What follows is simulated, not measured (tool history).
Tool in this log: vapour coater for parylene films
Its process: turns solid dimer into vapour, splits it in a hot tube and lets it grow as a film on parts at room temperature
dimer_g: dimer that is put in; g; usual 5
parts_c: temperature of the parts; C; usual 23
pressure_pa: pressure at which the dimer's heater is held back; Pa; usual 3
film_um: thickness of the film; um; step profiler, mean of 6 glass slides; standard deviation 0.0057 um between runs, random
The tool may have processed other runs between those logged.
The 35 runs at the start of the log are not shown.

| run | hour | dimer_g | parts_c | pressure_pa | hours of work since the trap's valve was overhauled | hours of work since the table's thermometer was calibrated | film_um |
|---|---|---|---|---|---|---|---|
| 36 | 837.2 | 3 | 23 | 2.5 | 467 | 143 | 0.614 |
| 37 | 862.4 | 3 | 23 | 2.5 | 485 | 162 | 0.609 |
| 38 | 884.9 | 3 | 23 | 2.5 | 501 | 178 | 0.605 |
| 39 | 902.3 | 5 | 30 | 3 | 514 | 191 | 0.789 |
| 40 | 920.1 | 5 | 23 | 6.01 | 527 | 204 | 0.845 |
| 41 | 943.5 | 5 | 23 | 6.01 | 544 | 221 | 0.841 |
| 42 | 959.5 | 2 | 21 | 8.51 | 556 | 232 | 0.337 |
| 43 | 979.4 | 3 | 20 | 4.99 | 570 | 247 | 0.561 |
| 44 | 995.3 | 5 | 23 | 3 | 582 | 258 | 0.964 |
|  | 1023.6 | trap's valve overhauled |
| 45 | 1025.5 | 5 | 23 | 3 | 1 | 277 | 1.083 |
| 46 | 1049.9 | 5 | 21 | 3 | 19 | 295 | 1.154 |
| 47 | 1072.8 | 5 | 23 | 3.65 | 36 | 312 | 1.034 |

Alternative continuations, all from the tool just after run 47; predict every row:
| A | 1096.3 | 5 | 23 | 4.07 | 53 | 329 | ? |
| B | 1096.3 | 9 | 23 | 3.65 | 53 | 329 | ? |
| C | 1096.3 | 8 | 35 | 3.65 | 53 | 329 | ? |
| D | 1096.3 | 6 | 18 | 5.42 | 53 | 329 | ? |

| run | film_um |
|---|---|
| A | 1.011 |
| B | 1.867 |
| C | 1.145 |
| D | 1.325 |
Had the tool no hidden state, the same runs would have come out as:
| run | film_um |
|---|---|
| A | 1.015 |
| B | 1.875 |
| C | 1.149 |
| D | 1.331 |

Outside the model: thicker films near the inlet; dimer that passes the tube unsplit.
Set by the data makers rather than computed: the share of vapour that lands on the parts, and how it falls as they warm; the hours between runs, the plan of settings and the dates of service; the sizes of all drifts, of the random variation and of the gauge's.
